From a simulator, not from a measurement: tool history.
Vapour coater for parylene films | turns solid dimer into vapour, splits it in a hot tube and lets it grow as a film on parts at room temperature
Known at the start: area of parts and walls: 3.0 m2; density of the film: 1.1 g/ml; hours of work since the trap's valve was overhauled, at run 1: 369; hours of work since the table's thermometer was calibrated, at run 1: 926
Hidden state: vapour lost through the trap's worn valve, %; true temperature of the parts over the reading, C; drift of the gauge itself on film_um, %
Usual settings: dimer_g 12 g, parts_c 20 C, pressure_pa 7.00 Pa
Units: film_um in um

run	hour	dimer_g	parts_c	pressure_pa	hours of work since the trap's valve was overhauled	hours of work since the table's thermometer was calibrated	film_um
1	0.0	12	20	7.00	369	926	2.028
# hour 13.6: trap's valve overhauled
2	41.2	12	20	7.00	22	956	2.023
3	73.1	12	17	7.00	47	981	2.268
4	93.6	12	17	7.00	64	998	2.275
5	111.6	12	17	7.00	78	1012	2.265
6	143.6	12	20	7.00	103	1038	2.012
7	159.8	12	20	2.77	116	1050	2.520
8	186.9	12	20	2.77	138	1072	2.532
9	210.5	12	20	7.00	157	1091	2.032
10	241.7	6	20	7.00	181	1116	1.014
11	278.8	6	20	7.00	211	1145	1.009
12	300.9	6	20	7.00	228	1163	1.014
13	318.8	12	25	7.00	243	1177	1.668
14	335.9	12	25	7.00	256	1190	1.669
15	358.7	12	20	9.45	274	1209	1.874
16	375.6	9	19	7.00	288	1222	1.569
17	406.8	12	17	7.00	313	1247	2.263
18	430.4	16	15	6.63	331	1266	3.285
19	458.1	8	30	7.92	353	1288	0.898
20	473.8	10	20	3.17	366	1300	2.040
# hour 492.7: trap's valve overhauled
21	513.3	17	24	11.35	16	1328	2.173
22	545.8	8	20	9.36	42	1354	1.265

Forecast each of these 4 alternatives for the next run:
A	573.6	9	29	5.11	64	1376	?
B	573.6	9	30	6.15	64	1376	?
C	573.6	16	20	6.90	64	1376	?
D	573.6	18	23	9.36	64	1376	?

run	film_um
A	1.162
B	1.070
C	2.711
D	2.512
Without the tool's hidden state the same runs would have given:
run	film_um
A	1.162
B	1.070
C	2.712
D	2.513

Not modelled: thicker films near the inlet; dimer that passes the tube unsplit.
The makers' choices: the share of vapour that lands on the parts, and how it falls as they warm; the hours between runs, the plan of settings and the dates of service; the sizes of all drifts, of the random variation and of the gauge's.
